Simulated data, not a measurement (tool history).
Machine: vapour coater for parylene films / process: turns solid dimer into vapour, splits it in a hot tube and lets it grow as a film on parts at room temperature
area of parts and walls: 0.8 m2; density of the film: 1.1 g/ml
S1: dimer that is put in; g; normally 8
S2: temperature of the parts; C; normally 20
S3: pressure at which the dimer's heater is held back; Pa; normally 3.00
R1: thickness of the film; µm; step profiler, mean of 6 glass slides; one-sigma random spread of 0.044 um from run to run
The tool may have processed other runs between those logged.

Run 1, hour 0.0: usual settings. Result: R1 4.63 µm.
Run 2, hour 30.3: usual settings but S2 28 C. Result: R1 3.81 µm.
Run 3, hour 67.2: usual settings but S2 28 C. Result: R1 3.81 µm.
Run 4, hour 100.8: usual settings. Result: R1 4.65 µm.
Run 5, hour 122.3: usual settings. Result: R1 4.68 µm.
Run 6, hour 148.3: usual settings. Result: R1 4.66 µm.
Run 7, hour 173.3: usual settings. Result: R1 4.71 µm.
Run 8, hour 196.5: usual settings. Result: R1 4.61 µm.
Run 9, hour 225.3: usual settings. Result: R1 4.58 µm.
Run 10, hour 245.4: usual settings but S1 5 g. Result: R1 2.92 µm.
At hour 270.7: trap's valve overhauled.
Run 11, hour 271.8: usual settings but S1 5 g. Result: R1 2.82 µm.
Run 12, hour 305.8: usual settings but S1 4 g. Result: R1 2.21 µm.
Run 13, hour 334.6: usual settings. Result: R1 4.46 µm.
Run 14, hour 362.0: usual settings. Result: R1 4.48 µm.
Run 15, hour 384.1: usual settings but S3 4.45 Pa. Result: R1 4.18 µm.
Run 16, hour 412.1: usual settings but S1 5 g, S3 4.86 Pa. Result: R1 2.58 µm.
Run 17, hour 428.1: usual settings but S1 11 g, S3 2.11 Pa. Result: R1 6.43 µm.
At hour 439.9: trap's valve overhauled, once more.
Run 18, hour 455.9: usual settings but S1 11 g, S3 2.11 Pa. Result: R1 7.01 µm.
Run 19, hour 492.8: usual settings but S1 12 g, S2 23 C, S3 2.11 Pa. Result: R1 6.92 µm.
Run 20, hour 526.4: usual settings. Result: R1 4.87 µm.
Run 21, hour 563.3: usual settings. Result: R1 4.81 µm.
Run 22, hour 591.3: usual settings but S1 9 g, S2 16 C. Result: R1 6.07 µm.
Run 23, hour 619.2: usual settings but S2 16 C. Result: R1 5.42 µm.
Run 24, hour 642.7: usual settings but S2 16 C. Result: R1 5.34 µm.
Run 25, hour 673.9: usual settings but S2 16 C. Result: R1 5.29 µm.
Run 26, hour 691.4: usual settings but S2 16 C. Result: R1 5.40 µm.
Run 27, hour 708.3: usual settings but S1 10 g. Result: R1 5.98 µm.

The same runs without the tool's hidden state, with the same run-to-run variation:
The hidden state here: vapour lost through the trap's worn valve, %; true temperature of the parts over the reading, C; drift of the gauge itself on film_um, %.
run    R1
  1  4.90
  2  4.03
  3  4.04
  4  4.94
  5  4.98
  6  4.97
  7  5.01
  8  4.92
  9  4.90
 10  3.12
 11  3.11
 12  2.44
 13  4.93
 14  4.96
 15  4.64
 16  2.86
 17  7.14
 18  7.15
 19  7.07
 20  4.98
 21  4.93
 22  6.23
 23  5.56
 24  5.49
 25  5.45
 26  5.56
 27  6.16
